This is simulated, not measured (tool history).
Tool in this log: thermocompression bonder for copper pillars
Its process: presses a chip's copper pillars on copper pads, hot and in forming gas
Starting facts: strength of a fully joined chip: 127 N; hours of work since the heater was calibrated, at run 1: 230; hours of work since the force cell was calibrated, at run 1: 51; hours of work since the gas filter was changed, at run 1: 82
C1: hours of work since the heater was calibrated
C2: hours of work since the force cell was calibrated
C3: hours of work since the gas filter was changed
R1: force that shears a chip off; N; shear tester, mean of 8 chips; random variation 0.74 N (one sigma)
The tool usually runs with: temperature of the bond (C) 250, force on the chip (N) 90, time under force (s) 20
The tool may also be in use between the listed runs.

{"run": 1, "day": 0.0, "temperature of the bond (C)": 250, "force on the chip (N)": 90, "time under force (s)": 20, "C1": 230, "C2": 51, "C3": 82, "R1": 63.3}
{"run": 2, "day": 0.221, "temperature of the bond (C)": 250, "force on the chip (N)": 90, "time under force (s)": 20, "C1": 233, "C2": 53, "C3": 85, "R1": 62.2}
{"run": 3, "day": 0.471, "temperature of the bond (C)": 250, "force on the chip (N)": 90, "time under force (s)": 20, "C1": 236, "C2": 56, "C3": 88, "R1": 62.2}
{"run": 4, "day": 0.708, "temperature of the bond (C)": 250, "force on the chip (N)": 90, "time under force (s)": 20, "C1": 239, "C2": 59, "C3": 91, "R1": 62.8}
{"run": 5, "day": 1.012, "temperature of the bond (C)": 250, "force on the chip (N)": 90, "time under force (s)": 45, "C1": 243, "C2": 63, "C3": 95, "R1": 81.8}
{"run": 6, "day": 1.354, "temperature of the bond (C)": 250, "force on the chip (N)": 90, "time under force (s)": 45, "C1": 247, "C2": 68, "C3": 99, "R1": 81.4}
{"run": 7, "day": 1.554, "temperature of the bond (C)": 275, "force on the chip (N)": 90, "time under force (s)": 45, "C1": 249, "C2": 70, "C3": 102, "R1": 98.4}
{"run": 8, "day": 1.846, "temperature of the bond (C)": 275, "force on the chip (N)": 90, "time under force (s)": 45, "C1": 253, "C2": 74, "C3": 105, "R1": 98.7}
{"run": 9, "day": 2.212, "temperature of the bond (C)": 275, "force on the chip (N)": 90, "time under force (s)": 46, "C1": 258, "C2": 78, "C3": 110, "R1": 99.1}
{"run": 10, "day": 2.554, "temperature of the bond (C)": 275, "force on the chip (N)": 90, "time under force (s)": 46, "C1": 262, "C2": 83, "C3": 114, "R1": 99.7}
{"run": 11, "day": 2.742, "temperature of the bond (C)": 275, "force on the chip (N)": 90, "time under force (s)": 46, "C1": 264, "C2": 85, "C3": 117, "R1": 100.9}
{"run": 12, "day": 3.042, "temperature of the bond (C)": 275, "force on the chip (N)": 90, "time under force (s)": 46, "C1": 268, "C2": 89, "C3": 120, "R1": 97.8}
{"run": 13, "day": 3.421, "temperature of the bond (C)": 275, "force on the chip (N)": 90, "time under force (s)": 46, "C1": 273, "C2": 93, "C3": 125, "R1": 98.5}
{"run": 14, "day": 3.65, "temperature of the bond (C)": 275, "force on the chip (N)": 90, "time under force (s)": 46, "C1": 276, "C2": 96, "C3": 128, "R1": 99.6}
{"day": 3.858, "done": "forming gas filter changed"}
{"run": 15, "day": 4.025, "temperature of the bond (C)": 275, "force on the chip (N)": 90, "time under force (s)": 46, "C1": 280, "C2": 101, "C3": 2, "R1": 100.3}
{"run": 16, "day": 4.275, "temperature of the bond (C)": 250, "force on the chip (N)": 90, "time under force (s)": 20, "C1": 283, "C2": 104, "C3": 5, "R1": 62.5}
{"run": 17, "day": 4.471, "temperature of the bond (C)": 250, "force on the chip (N)": 90, "time under force (s)": 20, "C1": 286, "C2": 106, "C3": 8, "R1": 61.9}
{"run": 18, "day": 4.658, "temperature of the bond (C)": 250, "force on the chip (N)": 90, "time under force (s)": 12, "C1": 288, "C2": 109, "C3": 10, "R1": 53}
{"run": 19, "day": 4.9, "temperature of the bond (C)": 250, "force on the chip (N)": 90, "time under force (s)": 12, "C1": 291, "C2": 112, "C3": 13, "R1": 51.8}
{"run": 20, "day": 5.083, "temperature of the bond (C)": 250, "force on the chip (N)": 90, "time under force (s)": 12, "C1": 293, "C2": 114, "C3": 15, "R1": 52.3}
{"run": 21, "day": 5.367, "temperature of the bond (C)": 250, "force on the chip (N)": 90, "time under force (s)": 12, "C1": 297, "C2": 118, "C3": 19, "R1": 52.2}
{"run": 22, "day": 5.625, "temperature of the bond (C)": 250, "force on the chip (N)": 90, "time under force (s)": 12, "C1": 300, "C2": 121, "C3": 22, "R1": 51.7}
{"run": 23, "day": 5.812, "temperature of the bond (C)": 250, "force on the chip (N)": 90, "time under force (s)": 20, "C1": 302, "C2": 123, "C3": 24, "R1": 62.4}
{"run": 24, "day": 6.108, "temperature of the bond (C)": 233, "force on the chip (N)": 90, "time under force (s)": 18, "C1": 306, "C2": 127, "C3": 28, "R1": 48.6}
{"run": 25, "day": 6.454, "temperature of the bond (C)": 233, "force on the chip (N)": 90, "time under force (s)": 18, "C1": 310, "C2": 131, "C3": 32, "R1": 47.7}
{"run": 26, "day": 6.658, "temperature of the bond (C)": 224, "force on the chip (N)": 90, "time under force (s)": 22, "C1": 313, "C2": 134, "C3": 35, "R1": 45.3}
{"run": 27, "day": 6.9, "temperature of the bond (C)": 261, "force on the chip (N)": 90, "time under force (s)": 22, "C1": 316, "C2": 137, "C3": 38, "R1": 73.6}
{"run": 28, "day": 7.158, "temperature of the bond (C)": 269, "force on the chip (N)": 119, "time under force (s)": 22, "C1": 319, "C2": 140, "C3": 41, "R1": 93.8}
{"run": 29, "day": 7.362, "temperature of the bond (C)": 256, "force on the chip (N)": 90, "time under force (s)": 16, "C1": 322, "C2": 143, "C3": 44, "R1": 61.6}
{"run": 30, "day": 7.7, "temperature of the bond (C)": 271, "force on the chip (N)": 85, "time under force (s)": 13, "C1": 326, "C2": 147, "C3": 48, "R1": 65.6}
{"run": 31, "day": 7.946, "temperature of the bond (C)": 250, "force on the chip (N)": 116, "time under force (s)": 42, "C1": 329, "C2": 150, "C3": 51, "R1": 92.9}
{"run": 32, "day": 8.192, "temperature of the bond (C)": 271, "force on the chip (N)": 64, "time under force (s)": 15, "C1": 332, "C2": 153, "C3": 54, "R1": 52.4}
{"run": 33, "day": 8.471, "temperature of the bond (C)": 271, "force on the chip (N)": 64, "time under force (s)": 15, "C1": 336, "C2": 156, "C3": 58, "R1": 54.1}
{"run": 34, "day": 8.738, "temperature of the bond (C)": 259, "force on the chip (N)": 62, "time under force (s)": 22, "C1": 339, "C2": 160, "C3": 61, "R1": 50.2}
{"run": 35, "day": 9.062, "temperature of the bond (C)": 259, "force on the chip (N)": 62, "time under force (s)": 22, "C1": 343, "C2": 164, "C3": 65, "R1": 51.4}
{"run": 36, "day": 9.317, "temperature of the bond (C)": 259, "force on the chip (N)": 62, "time under force (s)": 22, "C1": 346, "C2": 167, "C3": 68, "R1": 51}

What will run 37 give?
{"run": 37, "day": 9.525, "temperature of the bond (C)": 259, "force on the chip (N)": 62, "time under force (s)": 22, "C1": 349, "C2": 170, "C3": 71, "R1": "?"}

{"run 37": {"R1": 51.9}}
With no hidden state in the tool, this same run would have given R1 51.7 N.
